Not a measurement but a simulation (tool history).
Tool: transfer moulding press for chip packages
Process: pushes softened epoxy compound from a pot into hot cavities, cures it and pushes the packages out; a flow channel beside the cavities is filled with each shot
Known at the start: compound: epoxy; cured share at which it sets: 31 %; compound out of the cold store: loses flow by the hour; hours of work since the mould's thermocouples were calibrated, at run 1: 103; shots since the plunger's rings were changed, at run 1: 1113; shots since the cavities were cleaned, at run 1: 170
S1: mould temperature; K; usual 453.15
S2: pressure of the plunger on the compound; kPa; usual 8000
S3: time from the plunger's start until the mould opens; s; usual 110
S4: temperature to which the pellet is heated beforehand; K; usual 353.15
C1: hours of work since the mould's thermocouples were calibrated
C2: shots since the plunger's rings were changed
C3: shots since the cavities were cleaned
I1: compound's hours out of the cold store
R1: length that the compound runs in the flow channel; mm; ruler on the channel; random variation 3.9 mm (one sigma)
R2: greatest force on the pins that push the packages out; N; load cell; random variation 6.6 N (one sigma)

| run | hour | S1 | S2 | S3 | S4 | C1 | C2 | C3 | I1 | R1 | R2 |
|---|---|---|---|---|---|---|---|---|---|---|---|
| 1 | 0 | 453.15 | 8000 | 110 | 353.15 | 103 | 1113 | 170 | 12.4 | 664 | 306 |
| 2 | 26.8 | 453.15 | 8000 | 110 | 353.15 | 118 | 1379 | 436 | 47.3 | 597 | 340 |
|  | 34.5 | cavities cleaned with cleaning compound and waxed |
| 3 | 64.4 | 453.15 | 9710 | 110 | 353.15 | 139 | 1739 | 298 | 12 | 736 | 441 |
|  | 84.2 | cavities cleaned with cleaning compound and waxed |
| 4 | 87.2 | 453.15 | 9710 | 110 | 353.15 | 151 | 1951 | 30 | 47.6 | 642 | 261 |
| 5 | 127.8 | 448.15 | 8000 | 110 | 353.15 | 173 | 2356 | 435 | 27.5 | 635 | 456 |
|  | 133.4 | cavities cleaned with cleaning compound and waxed |
| 6 | 162 | 448.15 | 8000 | 110 | 353.15 | 192 | 2680 | 284 | 37.5 | 619 | 420 |
| 7 | 180.6 | 448.15 | 7450 | 110 | 353.15 | 202 | 2865 | 469 | 26.5 | 613 | 474 |
|  | 184.4 | cavities cleaned with cleaning compound and waxed |
|  | 194.3 | cavities cleaned with cleaning compound and waxed, once more |
| 8 | 202.9 | 448.15 | 7450 | 110 | 353.15 | 213 | 3058 | 86 | 16.2 | 637 | 399 |
| 9 | 232.1 | 448.15 | 7450 | 110 | 353.15 | 229 | 3348 | 376 | 27 | 616 | 455 |
|  | 243.2 | cavities cleaned with cleaning compound and waxed |
| 10 | 256.5 | 448.15 | 7450 | 110 | 353.15 | 242 | 3576 | 132 | 38.3 | 584 | 375 |
|  | 292.2 | cavities cleaned with cleaning compound and waxed |
| 11 | 292.2 | 448.15 | 7450 | 110 | 353.15 | 261 | 3917 | 0 | 23.5 | 617 | 355 |
| 12 | 324.1 | 448.15 | 7450 | 110 | 353.15 | 279 | 4235 | 318 | 30 | 600 | 439 |
|  | 342.8 | cavities cleaned with cleaning compound and waxed |
|  | 357.7 | plunger's sealing rings changed |
| 13 | 373.3 | 448.15 | 7450 | 110 | 353.15 | 304 | 156 | 279 | 43.2 | 610 | 442 |
|  | 396.8 | cavities cleaned with cleaning compound and waxed |
| 14 | 400.4 | 448.15 | 7450 | 110 | 353.15 | 319 | 411 | 36 | 20.5 | 646 | 376 |
| 15 | 432.6 | 460.15 | 8000 | 99 | 353.15 | 337 | 731 | 356 | 12.8 | 647 | 310 |
|  | 447.3 | cavities cleaned with cleaning compound and waxed |
| 16 | 462 | 449.15 | 8000 | 110 | 359.15 | 352 | 1009 | 146 | 36.4 | 625 | 361 |
| 17 | 483.9 | 458.15 | 8000 | 105 | 359.15 | 365 | 1227 | 364 | 15.1 | 647 | 313 |
|  | 497.6 | cavities cleaned with cleaning compound and waxed |
| 18 | 524 | 451.15 | 8750 | 105 | 348.15 | 386 | 1611 | 263 | 30.7 | 658 | 385 |
|  | 546.5 | cavities cleaned with cleaning compound and waxed |
| 19 | 548.6 | 451.15 | 8750 | 139 | 357.15 | 399 | 1841 | 21 | 36.7 | 651 | 236 |
| 20 | 587 | 451.15 | 8750 | 139 | 357.15 | 421 | 2223 | 403 | 17.4 | 688 | 306 |
|  | 596.8 | cavities cleaned with cleaning compound and waxed |
| 21 | 616.2 | 451.15 | 8750 | 139 | 357.15 | 436 | 2498 | 192 | 44.7 | 624 | 274 |
|  | 647.6 | cavities cleaned with cleaning compound and waxed |
| 22 | 647.6 | 451.15 | 8750 | 139 | 357.15 | 453 | 2796 | 0 | 19.4 | 680 | 225 |
| 23 | 691.4 | 451.15 | 8750 | 139 | 357.15 | 477 | 3232 | 436 | 34.7 | 630 | 315 |
|  | 698.8 | cavities cleaned with cleaning compound and waxed |
| 24 | 711.9 | 446.15 | 7080 | 148 | 345.15 | 488 | 3422 | 131 | 28.7 | 600 | 306 |
| 25 | 743.8 | 453.15 | 6320 | 110 | 356.15 | 506 | 3739 | 448 | 41.8 | 521 | 346 |
|  | 748.3 | cavities cleaned with cleaning compound and waxed |
| 26 | 773.3 | 453.15 | 6320 | 110 | 356.15 | 522 | 4018 | 249 | 40.1 | 520 | 316 |
|  | 798.6 | cavities cleaned with cleaning compound and waxed |
| 27 | 798.6 | 456.15 | 7630 | 109 | 359.15 | 535 | 4255 | 0 | 34.9 | 569 | 237 |

4 ways to go on from here, each from the tool as it stands after run 27. What would each give?
|  | 828.4 | plunger's sealing rings changed |
| A | 832.6 | 458.15 | 8000 | 110 | 353.15 | 553 | 42 | 314 | 24.8 | ? | ? |
|  | 828.4 | plunger's sealing rings changed |
| B | 832.6 | 446.15 | 6270 | 110 | 353.15 | 553 | 42 | 314 | 22.9 | ? | ? |
|  | 828.4 | plunger's sealing rings changed |
| C | 832.6 | 461.15 | 7630 | 109 | 349.15 | 553 | 42 | 314 | 40 | ? | ? |
|  | 828.4 | plunger's sealing rings changed |
| D | 832.6 | 453.15 | 8000 | 147 | 357.15 | 553 | 42 | 314 | 40.7 | ? | ? |

| run | R1 | R2 |
|---|---|---|
| A | 636 | 285 |
| B | 594 | 508 |
| C | 583 | 292 |
| D | 617 | 290 |
Without the tool's hidden state the same runs would have given:
| run | R1 | R2 |
|---|---|---|
| A | 639 | 223 |
| B | 598 | 434 |
| C | 587 | 230 |
| D | 621 | 226 |
